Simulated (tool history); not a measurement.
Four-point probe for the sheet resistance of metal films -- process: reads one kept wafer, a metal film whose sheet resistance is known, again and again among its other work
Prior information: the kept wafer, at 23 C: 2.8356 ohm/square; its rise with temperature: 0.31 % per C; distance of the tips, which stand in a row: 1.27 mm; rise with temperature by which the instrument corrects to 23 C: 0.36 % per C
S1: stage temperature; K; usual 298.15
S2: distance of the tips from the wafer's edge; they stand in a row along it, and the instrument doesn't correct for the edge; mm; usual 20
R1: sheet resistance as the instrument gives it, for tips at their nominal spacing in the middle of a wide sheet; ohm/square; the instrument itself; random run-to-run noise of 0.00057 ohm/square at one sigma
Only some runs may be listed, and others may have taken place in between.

run     day      S1  S2        R1
  1   0.000  298.15  20  2.819089
  2   0.812  298.15  20  2.817061
  3   2.471  298.15  20  2.817361
  4   3.717  298.15  20  2.817076
  5   5.146  298.15  20  2.817649
  6   6.692  298.15  20  2.817009
  7   8.412  298.15  20  2.816198
  8   9.517  296.15  20  2.820219
  9  10.438  295.15  20  2.820145
 10  12.062  295.15  20  2.819483
 11  13.304  295.15  20  2.819128
 12  14.167  295.15  20  2.819948
 13  15.808  295.15  20  2.818877
 14  17.233  295.15  20  2.818856
 15  18.062  295.15  20  2.817743
 16  19.875  295.15  20  2.818385
 17  21.262  298.15  20  2.814584
     21.454  -- stage's thermometer calibrated
 18  22.342  298.15  20  2.811928
 19  23.467  298.15  20  2.811112
 20  24.592  298.15  20  2.811015
 21  25.388  308.15  20  2.799487
     26.283  -- stage's thermometer calibrated, once more
 22  26.554  308.15  20  2.803222
 23  27.821  293.15  29  2.820344
 24  29.604  298.15   3  3.055857
 25  31.238  307.15  10  2.821237
 26  32.767  307.15  10  2.821641
 27  33.712  294.15  20  2.820443
 28  34.471  293.15   4  2.960102
 29  35.238  293.15   4  2.961568
 30  36.146  303.15  34  2.802825
 31  37.896  303.15  34  2.803381
 32  39.233  304.15  30  2.801911
 33  40.571  304.15  30  2.801930
 34  41.438  291.15  35  2.819314
 35  43.142  303.15   3  3.045416
 36  44.388  303.15   3  3.045444
 37  46.029  292.15  35  2.816844
 38  47.554  296.15  74  2.810082
 39  48.946  301.15  10  2.826633
 40  50.542  303.15  26  2.802480
 41  51.725  303.15  26  2.802814
 42  53.021  300.15   5  2.896447
 43  54.767  303.15  23  2.802206
 44  56.408  303.15  23  2.802876

What would each run have given without the hidden state, its run-to-run variation left as it was?
The tool's hidden condition here consists of: inner tips' distance over the nominal, %; tips' flats over new ones', %; wafer's true temperature over the reading, C; drift of the gauge itself on sheet_ohm, %.
run        R1
  1  2.840228
  2  2.838337
  3  2.838922
  4  2.838855
  5  2.839693
  6  2.839309
  7  2.838797
  8  2.843050
  9  2.843139
 10  2.842752
 11  2.842608
 12  2.843579
 13  2.842795
 14  2.843039
 15  2.842064
 16  2.843032
 17  2.839420
 18  2.838524
 19  2.837921
 20  2.838017
 21  2.826387
 22  2.825851
 23  2.843325
 24  3.080925
 25  2.844847
 26  2.845535
 27  2.844488
 28  2.985384
 29  2.987005
 30  2.827177
 31  2.828053
 32  2.826826
 33  2.827091
 34  2.844775
 35  3.073026
 36  3.073296
 37  2.843072
 38  2.836523
 39  2.853462
 40  2.829369
 41  2.829909
 42  2.924611
 43  2.829810
 44  2.830764
